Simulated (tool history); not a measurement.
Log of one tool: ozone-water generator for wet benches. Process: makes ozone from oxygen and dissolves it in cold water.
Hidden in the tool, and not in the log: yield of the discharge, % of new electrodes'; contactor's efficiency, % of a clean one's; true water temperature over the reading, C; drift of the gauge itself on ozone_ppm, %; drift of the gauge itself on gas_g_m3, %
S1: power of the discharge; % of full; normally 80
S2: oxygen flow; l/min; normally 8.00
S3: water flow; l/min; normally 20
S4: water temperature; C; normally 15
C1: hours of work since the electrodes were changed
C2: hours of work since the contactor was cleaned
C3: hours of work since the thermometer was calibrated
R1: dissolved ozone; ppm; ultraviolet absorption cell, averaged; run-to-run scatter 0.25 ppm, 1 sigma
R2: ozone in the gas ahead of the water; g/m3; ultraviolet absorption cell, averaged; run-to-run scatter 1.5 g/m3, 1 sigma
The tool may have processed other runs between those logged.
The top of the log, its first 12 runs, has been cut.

{"run": 13, "hour": 874.5, "S1": 80, "S2": 8.0, "S3": 20, "S4": 15, "C1": 2451, "C2": 5635, "C3": 1521, "R1": 35.3, "R2": 279.6}
{"run": 14, "hour": 938.9, "S1": 80, "S2": 8.0, "S3": 20, "S4": 15, "C1": 2500, "C2": 5683, "C3": 1570, "R1": 35.4, "R2": 280.5}
{"run": 15, "hour": 1002.1, "S1": 80, "S2": 8.0, "S3": 12, "S4": 15, "C1": 2547, "C2": 5731, "C3": 1617, "R1": 49.8, "R2": 279.2}
{"run": 16, "hour": 1084.3, "S1": 80, "S2": 8.0, "S3": 12, "S4": 15, "C1": 2608, "C2": 5792, "C3": 1678, "R1": 49.3, "R2": 281.8}
{"run": 17, "hour": 1160.9, "S1": 54, "S2": 8.0, "S3": 20, "S4": 15, "C1": 2666, "C2": 5849, "C3": 1736, "R1": 28.1, "R2": 223.5}
{"hour": 1173.4, "done": "contactor cleaned"}
{"run": 18, "hour": 1212.4, "S1": 54, "S2": 8.0, "S3": 20, "S4": 15, "C1": 2701, "C2": 29, "C3": 1771, "R1": 27.7, "R2": 221.2}
{"run": 19, "hour": 1282.8, "S1": 52, "S2": 5.12, "S3": 26, "S4": 15, "C1": 2754, "C2": 82, "C3": 1824, "R1": 21.6, "R2": 284.0}
{"run": 20, "hour": 1325.7, "S1": 43, "S2": 10.04, "S3": 20, "S4": 15, "C1": 2786, "C2": 114, "C3": 1856, "R1": 23.8, "R2": 174.0}
{"run": 21, "hour": 1391.9, "S1": 43, "S2": 13.11, "S3": 32, "S4": 8, "C1": 2836, "C2": 163, "C3": 1906, "R1": 18.0, "R2": 148.6}
{"hour": 1441.7, "done": "contactor cleaned, once more"}
{"run": 22, "hour": 1482.1, "S1": 41, "S2": 8.0, "S3": 18, "S4": 10, "C1": 2900, "C2": 30, "C3": 1970, "R1": 29.7, "R2": 192.5}
{"run": 23, "hour": 1565.2, "S1": 41, "S2": 8.0, "S3": 18, "S4": 10, "C1": 2962, "C2": 92, "C3": 2032, "R1": 29.9, "R2": 190.1}
{"run": 24, "hour": 1612.2, "S1": 74, "S2": 8.0, "S3": 31, "S4": 15, "C1": 2997, "C2": 128, "C3": 2067, "R1": 24.2, "R2": 266.3}
{"run": 25, "hour": 1707.5, "S1": 54, "S2": 4.19, "S3": 23, "S4": 16, "C1": 3069, "C2": 199, "C3": 2139, "R1": 26.2, "R2": 325.0}
{"run": 26, "hour": 1783.3, "S1": 54, "S2": 4.19, "S3": 23, "S4": 16, "C1": 3125, "C2": 256, "C3": 2195, "R1": 26.1, "R2": 325.1}
{"run": 27, "hour": 1831.9, "S1": 48, "S2": 14.01, "S3": 20, "S4": 12, "C1": 3162, "C2": 292, "C3": 2232, "R1": 26.6, "R2": 151.1}
{"run": 28, "hour": 1887.4, "S1": 80, "S2": 8.0, "S3": 27, "S4": 12, "C1": 3203, "C2": 334, "C3": 2273, "R1": 30.0, "R2": 277.9}
{"run": 29, "hour": 1955.2, "S1": 80, "S2": 8.0, "S3": 27, "S4": 12, "C1": 3254, "C2": 384, "C3": 2324, "R1": 29.8, "R2": 272.4}
{"run": 30, "hour": 1999.3, "S1": 80, "S2": 8.0, "S3": 20, "S4": 21, "C1": 3287, "C2": 417, "C3": 2357, "R1": 33.0, "R2": 277.2}
{"run": 31, "hour": 2048.6, "S1": 42, "S2": 5.27, "S3": 22, "S4": 9, "C1": 3324, "C2": 454, "C3": 2394, "R1": 25.7, "R2": 244.7}
{"run": 32, "hour": 2122.4, "S1": 42, "S2": 5.65, "S3": 22, "S4": 18, "C1": 3379, "C2": 509, "C3": 2449, "R1": 23.0, "R2": 235.4}
{"hour": 2208.2, "done": "water thermometer calibrated"}
{"run": 33, "hour": 2211.6, "S1": 49, "S2": 5.65, "S3": 22, "S4": 18, "C1": 3446, "C2": 576, "C3": 3, "R1": 25.1, "R2": 254.4}
{"run": 34, "hour": 2281.6, "S1": 57, "S2": 11.15, "S3": 16, "S4": 15, "C1": 3498, "C2": 628, "C3": 55, "R1": 32.7, "R2": 188.2}

Below are 3 alternative next runs, each starting from the tool's condition after run 34. Predict each:
{"run": "A", "hour": 2364.9, "S1": 53, "S2": 11.15, "S3": 22, "S4": 15, "C1": 3560, "C2": 690, "C3": 117, "R1": "?", "R2": "?"}
{"run": "B", "hour": 2364.9, "S1": 57, "S2": 11.15, "S3": 16, "S4": 15, "C1": 3560, "C2": 690, "C3": 117, "R1": "?", "R2": "?"}
{"run": "C", "hour": 2364.9, "S1": 57, "S2": 11.15, "S3": 14, "S4": 11, "C1": 3560, "C2": 690, "C3": 117, "R1": "?", "R2": "?"}

run=A R1=25.7 R2=182.0
run=B R1=32.4 R2=187.2
run=C R1=38.7 R2=188.1
Stripped of hidden state, with their random variation kept, the same runs would have yielded:
run=A R1=27.2 R2=191.1
run=B R1=34.3 R2=197.0
run=C R1=41.0 R2=197.9
